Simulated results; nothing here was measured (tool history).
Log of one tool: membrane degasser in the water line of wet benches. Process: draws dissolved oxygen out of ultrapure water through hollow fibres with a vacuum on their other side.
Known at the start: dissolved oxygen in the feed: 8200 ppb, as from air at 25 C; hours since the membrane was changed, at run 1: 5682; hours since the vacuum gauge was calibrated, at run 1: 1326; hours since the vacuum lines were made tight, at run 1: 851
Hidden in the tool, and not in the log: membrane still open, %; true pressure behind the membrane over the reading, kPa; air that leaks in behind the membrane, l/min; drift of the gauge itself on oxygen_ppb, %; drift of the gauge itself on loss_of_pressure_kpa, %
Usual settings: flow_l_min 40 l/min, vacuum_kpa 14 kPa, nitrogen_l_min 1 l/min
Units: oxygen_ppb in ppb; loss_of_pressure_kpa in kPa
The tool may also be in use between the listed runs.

run,hour,flow_l_min,vacuum_kpa,nitrogen_l_min,hours since the membrane was changed,hours since the vacuum gauge was calibrated,hours since the vacuum lines were made tight,oxygen_ppb,loss_of_pressure_kpa
1,0,40,14,1,5682,1326,851,804.2,26.56
2,108.8,40,26,1,5791,1435,959,1551.4,26.56
3,183.1,32,26,1,5865,1509,1034,1317.1,21.6
4,306.2,32,26,0.95,5988,1633,1157,1365.6,21.41
5,386.6,32,26,0.95,6068,1713,1237,1363.5,21.44
6,509.2,40,14,0.71,6191,1836,1360,1029.8,26.85
7,611.8,40,14,0.71,6293,1938,1462,1028.7,26.75
8,711.1,40,15.6,1,6393,2038,1562,914.7,26.98
9,857.5,40,15.6,1,6539,2184,1708,913.7,26.86
10,989.5,40,14,1,6671,2316,1840,811.7,27.12
11,1102.5,40,14,1,6784,2429,1953,806.8,26.65
12,1195.6,40,14,1,6877,2522,2046,808,26.72
13,1300.8,40,14,1,6982,2627,2151,806.9,26.93
14,1415.4,40,14,1,7097,2742,2266,806.2,26.82
15,1502.4,40,14,1,7184,2829,2353,809.3,26.98
16,1600.9,46,14,1,7283,2927,2452,903.2,30.82
17,1697.6,46,14,1,7379,3024,2548,904,31.11
18,1793.3,61,11.4,0.6,7475,3120,2644,1217,41.22
19,1905.5,61,11.4,0.6,7587,3232,2756,1215.5,41.46
# hour 1916.9: vacuum gauge calibrated
20,2047.4,30,14,1,7729,131,2898,644.7,20.37
21,2139.8,30,14,1,7821,223,2990,642.7,20.36
22,2262.8,31,9.9,1,7944,346,3113,422.6,21.03
# hour 2360.1: vacuum gauge calibrated, once more
23,2402.6,40,17.3,0.63,8083,43,3252,1403.4,27.06
24,2546.5,52,9.1,2.01,8227,186,3396,356.8,35.09
25,2691.1,40,25.4,1,8372,331,3541,1518.8,26.92
26,2761.3,51,34.2,1,8442,401,3611,2335.5,34.63
27,2899.1,51,30.4,1.71,8580,539,3749,1483.5,35.01
28,3032.6,51,30.4,1.71,8713,673,3882,1483.2,34.35
29,3116.5,30,28.7,0.59,8797,756,3966,1989.7,20.7
30,3181.4,49,14,1.86,8862,821,4031,606.9,33.42
31,3314.1,49,14,1.86,8995,954,4164,605.2,33.34
32,3399.2,26,15.2,1.01,9080,1039,4249,629.3,17.6
33,3547.1,32,25.8,1,9228,1187,4397,1312.6,21.93

Measured less the same run without the tool's hidden state. The same run-to-run variation is in both; the gauge's scatter may not be:
run,oxygen_ppb,loss_of_pressure_kpa
1,+1.3,+1.13
2,+1.9,+1.15
3,+1.5,+0.94
4,+1.6,+0.95
5,+1.7,+0.97
6,+1.4,+1.23
7,+1.6,+1.26
8,+2.8,+1.28
9,+3,+1.3
10,+3.3,+1.34
11,+3.5,+1.34
12,+3.7,+1.37
13,+3.9,+1.4
14,+4.1,+1.4
15,+4.3,+1.42
16,+6.5,+1.67
17,+6.7,+1.69
18,+13.5,+2.27
19,+13.9,+2.3
20,+3.7,+1.16
21,+3.8,+1.17
22,+3.7,+1.23
23,+2.1,+1.61
24,+12,+2.12
25,+5.6,+1.66
26,+8.4,+2.14
27,+11.7,+2.18
28,+12,+2.2
29,+3.4,+1.31
30,+11.4,+2.17
31,+11.8,+2.19
32,+4.5,+1.17
33,+6.6,+1.48
